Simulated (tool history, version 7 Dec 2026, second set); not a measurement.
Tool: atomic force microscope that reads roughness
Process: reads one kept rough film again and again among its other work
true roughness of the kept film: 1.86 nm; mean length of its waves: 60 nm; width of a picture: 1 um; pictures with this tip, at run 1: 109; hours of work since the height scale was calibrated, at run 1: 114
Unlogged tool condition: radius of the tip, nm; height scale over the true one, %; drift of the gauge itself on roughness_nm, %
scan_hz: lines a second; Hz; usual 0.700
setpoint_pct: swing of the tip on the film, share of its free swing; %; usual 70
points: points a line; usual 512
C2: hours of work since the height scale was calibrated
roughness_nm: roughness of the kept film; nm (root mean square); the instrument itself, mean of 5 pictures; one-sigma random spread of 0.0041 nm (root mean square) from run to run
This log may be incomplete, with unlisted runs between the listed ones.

run 1 hour=0.0 | scan_hz=0.700 setpoint_pct=70 points=512 | pictures_with_this_tip=109 C2=114 | roughness_nm=1.719
run 2 hour=20.2 | scan_hz=2.047 setpoint_pct=70 points=512 | pictures_with_this_tip=136 C2=127 | roughness_nm=1.579
run 3 hour=38.2 | scan_hz=0.700 setpoint_pct=70 points=512 | pictures_with_this_tip=161 C2=139 | roughness_nm=1.703
run 4 hour=53.3 | scan_hz=0.700 setpoint_pct=70 points=512 | pictures_with_this_tip=182 C2=149 | roughness_nm=1.701
run 5 hour=67.2 | scan_hz=0.700 setpoint_pct=70 points=512 | pictures_with_this_tip=201 C2=158 | roughness_nm=1.696
run 6 hour=82.1 | scan_hz=0.700 setpoint_pct=70 points=512 | pictures_with_this_tip=221 C2=167 | roughness_nm=1.686
run 7 hour=100.1 | scan_hz=0.700 setpoint_pct=70 points=512 | pictures_with_this_tip=246 C2=179 | roughness_nm=1.684
run 8 hour=111.2 | scan_hz=0.700 setpoint_pct=71 points=512 | pictures_with_this_tip=261 C2=186 | roughness_nm=1.683
-- hour=113.9 height scale calibrated on a step standard
-- hour=124.9 new tip fitted
run 9 hour=132.3 | scan_hz=0.700 setpoint_pct=71 points=512 | pictures_with_this_tip=10 C2=11 | roughness_nm=1.738
run 10 hour=148.4 | scan_hz=0.700 setpoint_pct=71 points=512 | pictures_with_this_tip=32 C2=22 | roughness_nm=1.739
run 11 hour=168.9 | scan_hz=1.061 setpoint_pct=61 points=833 | pictures_with_this_tip=60 C2=35 | roughness_nm=1.739
run 12 hour=184.6 | scan_hz=1.061 setpoint_pct=61 points=833 | pictures_with_this_tip=82 C2=45 | roughness_nm=1.745
run 13 hour=198.2 | scan_hz=1.061 setpoint_pct=61 points=833 | pictures_with_this_tip=101 C2=54 | roughness_nm=1.737
run 14 hour=210.4 | scan_hz=3.330 setpoint_pct=61 points=630 | pictures_with_this_tip=117 C2=62 | roughness_nm=1.612
run 15 hour=220.8 | scan_hz=2.163 setpoint_pct=57 points=512 | pictures_with_this_tip=132 C2=68 | roughness_nm=1.692
-- hour=230.6 height scale calibrated on a step standard, once more
run 16 hour=232.8 | scan_hz=2.163 setpoint_pct=57 points=512 | pictures_with_this_tip=147 C2=1 | roughness_nm=1.689
run 17 hour=249.0 | scan_hz=1.951 setpoint_pct=57 points=421 | pictures_with_this_tip=169 C2=12 | roughness_nm=1.693
run 18 hour=270.7 | scan_hz=0.700 setpoint_pct=66 points=775 | pictures_with_this_tip=199 C2=26 | roughness_nm=1.711

Each row is a separate what-if for the run after 18, all from the same tool condition, not one after another. Results?
run A hour=290.7 | scan_hz=0.700 setpoint_pct=70 points=759 | pictures_with_this_tip=226 C2=39 | roughness_nm=?
run B hour=290.7 | scan_hz=0.549 setpoint_pct=66 points=775 | pictures_with_this_tip=226 C2=39 | roughness_nm=?
run C hour=290.7 | scan_hz=0.700 setpoint_pct=72 points=775 | pictures_with_this_tip=226 C2=39 | roughness_nm=?

run=A roughness_nm=1.696
run=B roughness_nm=1.717
run=C roughness_nm=1.686
With the hidden condition removed and each run's random variation left untouched, the same runs would have given:
run=A roughness_nm=1.754
run=B roughness_nm=1.775
run=C roughness_nm=1.743
